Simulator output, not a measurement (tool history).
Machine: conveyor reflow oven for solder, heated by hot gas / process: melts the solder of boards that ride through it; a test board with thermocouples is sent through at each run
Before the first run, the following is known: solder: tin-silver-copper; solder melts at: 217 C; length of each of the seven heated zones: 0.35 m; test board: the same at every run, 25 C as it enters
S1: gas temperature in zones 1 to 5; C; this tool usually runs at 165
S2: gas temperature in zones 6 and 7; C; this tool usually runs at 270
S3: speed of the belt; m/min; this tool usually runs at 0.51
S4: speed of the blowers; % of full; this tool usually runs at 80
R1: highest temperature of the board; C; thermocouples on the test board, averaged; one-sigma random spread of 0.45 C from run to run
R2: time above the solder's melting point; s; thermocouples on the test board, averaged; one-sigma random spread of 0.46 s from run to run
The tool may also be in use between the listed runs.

Run 1, day 0: usual settings. Result: R1 255.7 C, R2 61.4 s.
Run 2, day 1.062: usual settings. Result: R1 254.7 C, R2 60.7 s.
Run 3, day 2.05: usual settings but S2 265 C. Result: R1 249.5 C, R2 57.2 s.
Run 4, day 3.433: usual settings but S2 265 C. Result: R1 249.6 C, R2 57.1 s.
Run 5, day 4.254: usual settings but S2 265 C. Result: R1 249.5 C, R2 57 s.
At day 4.558: belt drive overhauled, speed set with a stopwatch.
Run 6, day 5.338: usual settings but S2 265 C. Result: R1 249.5 C, R2 57.4 s.
Run 7, day 6.75: usual settings but S2 265 C. Result: R1 249.5 C, R2 57 s.
At day 8.283: flux residue cleaned out of gas plates and filters.
Run 8, day 8.283: usual settings but S2 265 C. Result: R1 252.9 C, R2 62.2 s.
Run 9, day 9.042: usual settings but S1 169 C, S2 261 C, S3 0.548 m/min. Result: R1 248 C, R2 54.5 s.
Run 10, day 10.467: usual settings but S1 169 C, S2 261 C, S3 0.548 m/min. Result: R1 248.5 C, R2 53.7 s.

Measured minus without-hidden-state, run by run (identical run-to-run variation in each term; gauge scatter may differ):
The tool's hidden condition here consists of: heat that the gas passes to the board, % of a clean oven's; belt's true speed, % of the reading; true gas temperature in zones 6 and 7 over the reading, C; drift of the gauge itself on peak_c, C; drift of the gauge itself on liquid_s, %.
run    R1    R2
  1  -1.9  -1.6
  2  -1.9  -1.7
  3  -1.9  -2.2
  4    -2  -2.3
  5  -2.1  -2.3
  6  -2.1  -2.1
  7  -2.2  -2.1
  8  +1.5  +2.1
  9  +1.4    +2
 10  +1.4  +1.8

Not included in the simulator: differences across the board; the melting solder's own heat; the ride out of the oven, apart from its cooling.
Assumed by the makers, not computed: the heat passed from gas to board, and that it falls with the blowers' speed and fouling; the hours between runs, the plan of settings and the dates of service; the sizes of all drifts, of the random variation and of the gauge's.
